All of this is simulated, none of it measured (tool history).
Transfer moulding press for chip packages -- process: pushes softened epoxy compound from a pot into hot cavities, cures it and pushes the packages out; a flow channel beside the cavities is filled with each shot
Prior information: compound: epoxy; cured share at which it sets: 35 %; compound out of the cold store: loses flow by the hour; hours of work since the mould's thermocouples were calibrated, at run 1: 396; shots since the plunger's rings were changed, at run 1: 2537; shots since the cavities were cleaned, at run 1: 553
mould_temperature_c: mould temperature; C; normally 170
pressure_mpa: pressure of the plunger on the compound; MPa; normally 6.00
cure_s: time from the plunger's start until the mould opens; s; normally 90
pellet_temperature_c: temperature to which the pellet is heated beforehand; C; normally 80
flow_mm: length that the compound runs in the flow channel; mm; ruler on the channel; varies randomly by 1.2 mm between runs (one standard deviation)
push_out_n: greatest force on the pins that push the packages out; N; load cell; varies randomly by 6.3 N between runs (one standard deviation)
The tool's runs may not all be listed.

run   hour  mould_temperature_c  pressure_mpa  cure_s  pellet_temperature_c  hours of work since the mould's thermocouples were calibrated  shots since the plunger's rings were changed  shots since the cavities were cleaned  incoming compound's hours out of the cold store  flow_mm  push_out_n
  1    0.0                  170          6.00      90                    80                                                            396                                          2537                                    553                                             40.4      682         256
  2    6.8                  170          6.00      90                    80                                                            401                                          2633                                    649                                             31.1      703         264
  3   16.7                  170          6.00      90                    80                                                            408                                          2773                                    789                                             37.8      687         258
      29.0  -- plunger's sealing rings changed
  4   31.4                  170          6.00      90                    70                                                            417                                            35                                    962                                             10.5      756         276
      39.5  -- cavities cleaned with cleaning compound and waxed
  5   41.7                  170          6.00      90                    70                                                            424                                           158                                     31                                             11.8      751         248
  6   47.7                  170          6.00      90                    72                                                            428                                           244                                    117                                             40.0      682         252
  7   56.8                  170          6.00      90                    72                                                            435                                           371                                    244                                             27.8      711         259
  8   66.1                  170          6.00      90                    72                                                            441                                           502                                    375                                             23.2      723         245
  9   74.6                  170          6.00      90                    72                                                            448                                           623                                    496                                             16.5      740         248
 10   85.6                  170          6.00      90                    72                                                            456                                           778                                    651                                             35.3      693         251
 11   97.8                  170          4.84      90                    72                                                            465                                           950                                    823                                             11.0      679         254
 12  106.8                  170          4.84      90                    72                                                            471                                          1077                                    950                                             48.0      596         250
     115.7  -- cavities cleaned with cleaning compound and waxed
 13  115.7                  170          4.84      90                    72                                                            477                                          1182                                      0                                             19.5      658         249
 14  123.3                  170          4.84      90                    72                                                            482                                          1289                                    107                                              9.2      684         251
 15  132.2                  170          4.84      90                    72                                                            489                                          1414                                    232                                             29.1      636         247
 16  147.0                  170          4.84      90                    72                                                            500                                          1623                                    441                                             27.6      639         260
 17  157.8                  170          4.84      90                    72                                                            507                                          1775                                    593                                             14.6      669         261
 18  170.0                  170          6.67      90                    72                                                            516                                          1948                                    766                                             34.4      733         259
 19  184.7                  167          4.79      90                    72                                                            527                                          2155                                    973                                             46.9      603         269
     191.7  -- cavities cleaned with cleaning compound and waxed
     197.0  -- mould's thermocouples calibrated
 20  199.0                  174          5.85      80                    77                                                              1                                          2307                                     74                                             11.5      729         245
 21  207.5                  170          6.00      90                    88                                                              8                                          2428                                    195                                             40.1      682         256
 22  215.7                  167          5.22      90                    80                                                             14                                          2543                                    310                                             10.7      716         286
 23  230.7                  170          5.42      90                    80                                                             25                                          2755                                    522                                             24.1      684         255
     243.7  -- plunger's sealing rings changed
 24  248.2                  170          5.99      90                    85                                                             36                                            65                                    735                                             15.6      741         251
 25  260.5                  170          6.41      82                    85                                                             45                                           237                                    907                                             12.9      776         273
 26  267.1                  165          6.00      90                    77                                                             50                                           330                                   1000                                             26.7      733         320
     272.6  -- cavities cleaned with cleaning compound and waxed
 27  279.0                  165          6.00     109                    86                                                             57                                           478                                     91                                             40.7      696         243

Hidden state at the last listed run before each entry between runs and at the first one after, where it differs:
Logged between run 3 and run 4: plunger's sealing rings changed (hour 29.0)
  pressure that reaches the compound, % of what is set: 99.87 -> 99.99; grip of the stained cavities, % over clean ones': 1.6 -> 1.7
Logged between run 4 and run 5: cavities cleaned with cleaning compound and waxed (hour 39.5)
  pressure that reaches the compound, % of what is set: 99.99 -> 99.98; grip of the stained cavities, % over clean ones': 1.7 -> 0.1
Logged between run 12 and run 13: cavities cleaned with cleaning compound and waxed (hour 115.7)
  grip of the stained cavities, % over clean ones': 1.7 -> 0.1
Logged between run 19 and run 20: cavities cleaned with cleaning compound and waxed (hour 191.7); mould's thermocouples calibrated (hour 197.0)
  true mould temperature over the reading, C: -0.03 -> 0; pressure that reaches the compound, % of what is set: 99.9 -> 99.89; grip of the stained cavities, % over clean ones': 1.7 -> 0.2
Logged between run 23 and run 24: plunger's sealing rings changed (hour 243.7)
  pressure that reaches the compound, % of what is set: 99.87 -> 99.99; grip of the stained cavities, % over clean ones': 1.2 -> 1.5
Logged between run 26 and run 27: cavities cleaned with cleaning compound and waxed (hour 272.6)
  pressure that reaches the compound, % of what is set: 99.98 -> 99.97; grip of the stained cavities, % over clean ones': 1.7 -> 0.3
